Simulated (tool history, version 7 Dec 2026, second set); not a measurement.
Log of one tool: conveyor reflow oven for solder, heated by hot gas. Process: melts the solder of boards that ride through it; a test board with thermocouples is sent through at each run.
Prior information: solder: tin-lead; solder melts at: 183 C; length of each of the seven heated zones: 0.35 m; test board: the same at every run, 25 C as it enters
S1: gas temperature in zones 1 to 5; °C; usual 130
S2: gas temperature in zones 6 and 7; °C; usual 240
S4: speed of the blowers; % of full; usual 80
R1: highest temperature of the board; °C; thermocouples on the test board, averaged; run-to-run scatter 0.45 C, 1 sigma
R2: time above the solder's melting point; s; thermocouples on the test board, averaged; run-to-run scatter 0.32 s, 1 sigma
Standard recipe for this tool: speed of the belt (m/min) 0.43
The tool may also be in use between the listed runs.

{"run": 1, "day": 0.0, "S1": 130, "S2": 240, "speed of the belt (m/min)": 0.43, "S4": 80, "R1": 228.3, "R2": 80.8}
{"run": 2, "day": 0.833, "S1": 130, "S2": 240, "speed of the belt (m/min)": 0.43, "S4": 80, "R1": 228, "R2": 80.9}
{"run": 3, "day": 1.508, "S1": 130, "S2": 240, "speed of the belt (m/min)": 0.43, "S4": 80, "R1": 228.6, "R2": 80.9}
{"run": 4, "day": 2.138, "S1": 130, "S2": 234, "speed of the belt (m/min)": 0.43, "S4": 80, "R1": 222.9, "R2": 76.2}
{"run": 5, "day": 2.646, "S1": 130, "S2": 234, "speed of the belt (m/min)": 0.43, "S4": 80, "R1": 222.9, "R2": 77}
{"run": 6, "day": 3.192, "S1": 130, "S2": 240, "speed of the belt (m/min)": 0.43, "S4": 65, "R1": 225.4, "R2": 77.5}
{"run": 7, "day": 3.742, "S1": 130, "S2": 240, "speed of the belt (m/min)": 0.43, "S4": 65, "R1": 225.5, "R2": 77.7}
{"run": 8, "day": 4.388, "S1": 130, "S2": 240, "speed of the belt (m/min)": 0.484, "S4": 65, "R1": 220.5, "R2": 64.4}
{"run": 9, "day": 5.1, "S1": 130, "S2": 240, "speed of the belt (m/min)": 0.413, "S4": 80, "R1": 230.4, "R2": 85}
{"run": 10, "day": 5.775, "S1": 130, "S2": 240, "speed of the belt (m/min)": 0.413, "S4": 80, "R1": 229.9, "R2": 85.2}
{"run": 11, "day": 6.721, "S1": 130, "S2": 240, "speed of the belt (m/min)": 0.413, "S4": 80, "R1": 229.5, "R2": 85.4}
{"run": 12, "day": 7.438, "S1": 130, "S2": 240, "speed of the belt (m/min)": 0.413, "S4": 80, "R1": 229.5, "R2": 85.3}
{"run": 13, "day": 8.467, "S1": 130, "S2": 240, "speed of the belt (m/min)": 0.413, "S4": 80, "R1": 229.7, "R2": 85.2}
{"run": 14, "day": 9.025, "S1": 130, "S2": 240, "speed of the belt (m/min)": 0.43, "S4": 81, "R1": 229.2, "R2": 81.4}
{"run": 15, "day": 9.667, "S1": 130, "S2": 240, "speed of the belt (m/min)": 0.43, "S4": 80, "R1": 228.2, "R2": 80.3}
{"run": 16, "day": 10.575, "S1": 130, "S2": 239, "speed of the belt (m/min)": 0.43, "S4": 72, "R1": 226.3, "R2": 78.5}
{"run": 17, "day": 11.088, "S1": 130, "S2": 239, "speed of the belt (m/min)": 0.43, "S4": 72, "R1": 225.4, "R2": 78.4}
{"run": 18, "day": 11.733, "S1": 130, "S2": 230, "speed of the belt (m/min)": 0.388, "S4": 72, "R1": 220.5, "R2": 83.4}
{"run": 19, "day": 12.404, "S1": 130, "S2": 230, "speed of the belt (m/min)": 0.388, "S4": 72, "R1": 220.6, "R2": 83.2}
{"day": 12.933, "done": "flux residue cleaned out of gas plates and filters"}
{"run": 20, "day": 13.125, "S1": 130, "S2": 230, "speed of the belt (m/min)": 0.388, "S4": 72, "R1": 223.4, "R2": 86.1}
{"run": 21, "day": 14.017, "S1": 144, "S2": 230, "speed of the belt (m/min)": 0.388, "S4": 72, "R1": 225.1, "R2": 93.6}
{"run": 22, "day": 14.762, "S1": 130, "S2": 240, "speed of the belt (m/min)": 0.43, "S4": 56, "R1": 224.5, "R2": 77}
{"run": 23, "day": 15.525, "S1": 130, "S2": 230, "speed of the belt (m/min)": 0.43, "S4": 85, "R1": 223.3, "R2": 77.5}
{"run": 24, "day": 16.367, "S1": 130, "S2": 230, "speed of the belt (m/min)": 0.43, "S4": 85, "R1": 222.8, "R2": 77.8}
{"run": 25, "day": 17.271, "S1": 130, "S2": 230, "speed of the belt (m/min)": 0.43, "S4": 85, "R1": 222.5, "R2": 77.4}
{"run": 26, "day": 18.296, "S1": 130, "S2": 230, "speed of the belt (m/min)": 0.43, "S4": 85, "R1": 222.6, "R2": 77.1}
{"run": 27, "day": 18.783, "S1": 128, "S2": 241, "speed of the belt (m/min)": 0.43, "S4": 85, "R1": 233.1, "R2": 83.5}
{"run": 28, "day": 19.604, "S1": 144, "S2": 250, "speed of the belt (m/min)": 0.471, "S4": 88, "R1": 240.5, "R2": 85.3}
{"run": 29, "day": 20.404, "S1": 144, "S2": 250, "speed of the belt (m/min)": 0.471, "S4": 88, "R1": 241.9, "R2": 85}
{"run": 30, "day": 20.896, "S1": 144, "S2": 250, "speed of the belt (m/min)": 0.471, "S4": 88, "R1": 241.1, "R2": 85.3}

Predict each of these 3 candidate next runs independently; none follows another, all start after run 30:
{"run": "A", "day": 21.325, "S1": 130, "S2": 234, "speed of the belt (m/min)": 0.351, "S4": 51, "R1": "?", "R2": "?"}
{"run": "B", "day": 21.325, "S1": 144, "S2": 249, "speed of the belt (m/min)": 0.471, "S4": 88, "R1": "?", "R2": "?"}
{"run": "C", "day": 21.325, "S1": 143, "S2": 240, "speed of the belt (m/min)": 0.507, "S4": 59, "R1": "?", "R2": "?"}

run=A R1=224 R2=95.6
run=B R1=240.1 R2=85
run=C R1=221.6 R2=67.6
The same runs, with their run-to-run variation unchanged, on a tool lacking any hidden condition would have given:
run=A R1=221.5 R2=92.7
run=B R1=237.9 R2=83.4
run=C R1=219.5 R2=65.6

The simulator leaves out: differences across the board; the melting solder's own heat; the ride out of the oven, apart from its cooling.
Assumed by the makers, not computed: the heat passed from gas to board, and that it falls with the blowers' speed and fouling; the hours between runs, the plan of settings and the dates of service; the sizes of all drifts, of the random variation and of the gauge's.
